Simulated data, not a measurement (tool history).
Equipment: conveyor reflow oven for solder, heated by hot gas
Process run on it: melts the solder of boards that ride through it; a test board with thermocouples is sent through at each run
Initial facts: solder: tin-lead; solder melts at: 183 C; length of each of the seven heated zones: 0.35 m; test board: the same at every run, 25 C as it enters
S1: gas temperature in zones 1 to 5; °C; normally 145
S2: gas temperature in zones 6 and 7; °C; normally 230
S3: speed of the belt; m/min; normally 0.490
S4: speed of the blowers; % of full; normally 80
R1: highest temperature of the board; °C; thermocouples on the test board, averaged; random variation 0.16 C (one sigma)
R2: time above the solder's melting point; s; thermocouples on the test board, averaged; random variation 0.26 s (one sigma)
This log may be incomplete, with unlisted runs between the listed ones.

run   hour   S1   S2     S3  S4     R1    R2
  1    0.0  145  230  0.490  80  219.0  69.6
  2    8.7  145  230  0.490  80  219.0  69.7
  3   15.1  145  230  0.490  80  218.9  69.7
  4   21.5  145  230  0.490  80  219.3  69.7
  5   26.4  145  230  0.490  80  219.0  69.8
  6   36.2  145  230  0.490  80  218.8  69.6
      41.0  -- belt drive overhauled, speed set with a stopwatch
  7   44.4  145  230  0.490  80  218.6  70.1
  8   54.0  157  230  0.490  80  220.3  76.9
  9   58.8  145  230  0.427  80  222.2  83.4
 10   65.3  145  230  0.427  80  222.2  83.8
 11   69.8  133  232  0.564  71  212.8  49.8
 12   74.0  145  227  0.490  87  217.2  68.2
 13   83.7  145  227  0.490  87  217.2  68.6
 14   88.7  143  235  0.583  87  219.5  57.4
      98.3  -- belt drive overhauled, speed set with a stopwatch, once more
 15   99.8  143  237  0.583  87  221.1  57.8
 16  107.6  143  230  0.581  80  213.5  52.9
 17  116.5  148  243  0.409  51  229.8  93.2
 18  123.5  149  235  0.409  58  224.3  89.6
 19  131.5  145  240  0.433  80  231.0  87.7

The same runs without the tool's hidden state, with the same run-to-run variation:
The tool's hidden condition here consists of: heat that the gas passes to the board, % of a clean oven's; belt's true speed, % of the reading; true gas temperature in zones 6 and 7 over the reading, C; drift of the gauge itself on peak_c, C; drift of the gauge itself on liquid_s, %.
run    R2
  1  69.2
  2  69.3
  3  69.3
  4  69.3
  5  69.4
  6  69.2
  7  69.5
  8  76.2
  9  82.7
 10  83.1
 11  49.4
 12  67.7
 13  68.0
 14  57.0
 15  58.0
 16  53.2
 17  93.1
 18  89.6
 19  87.8
R1: within 0.3 °C of the measured result in every run.
